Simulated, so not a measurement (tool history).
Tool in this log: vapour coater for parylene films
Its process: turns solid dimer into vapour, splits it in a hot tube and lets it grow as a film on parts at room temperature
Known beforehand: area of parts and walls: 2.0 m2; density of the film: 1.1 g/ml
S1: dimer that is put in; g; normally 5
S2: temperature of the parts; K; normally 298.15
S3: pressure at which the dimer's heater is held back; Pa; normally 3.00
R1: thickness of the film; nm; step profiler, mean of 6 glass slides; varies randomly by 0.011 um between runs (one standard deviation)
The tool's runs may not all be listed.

run,day,S1,S2,S3,R1
1,0.000,5,298.15,3.00,1260
2,0.650,5,298.15,3.00,1250
3,1.267,5,298.15,3.00,1280
4,1.883,5,298.15,6.73,1160
5,2.808,5,295.15,6.73,1320
6,3.212,5,302.15,3.00,1060
7,3.675,5,298.15,3.00,1240
8,4.375,5,298.15,3.00,1240
9,5.033,3,298.15,3.63,750
10,5.654,3,298.15,3.63,740
11,6.308,3,300.15,3.83,690

Below are 3 alternative next runs, each starting from the tool's condition after run 11. Predict each:
A,6.921,5,294.15,2.25,?
B,6.921,7,292.15,3.83,?
C,6.921,2,309.15,3.37,?

run,R1
A,1490
B,2210
C,300
With no hidden state in the tool, these same runs would have given:
run,R1
A,1520
B,2240
C,310

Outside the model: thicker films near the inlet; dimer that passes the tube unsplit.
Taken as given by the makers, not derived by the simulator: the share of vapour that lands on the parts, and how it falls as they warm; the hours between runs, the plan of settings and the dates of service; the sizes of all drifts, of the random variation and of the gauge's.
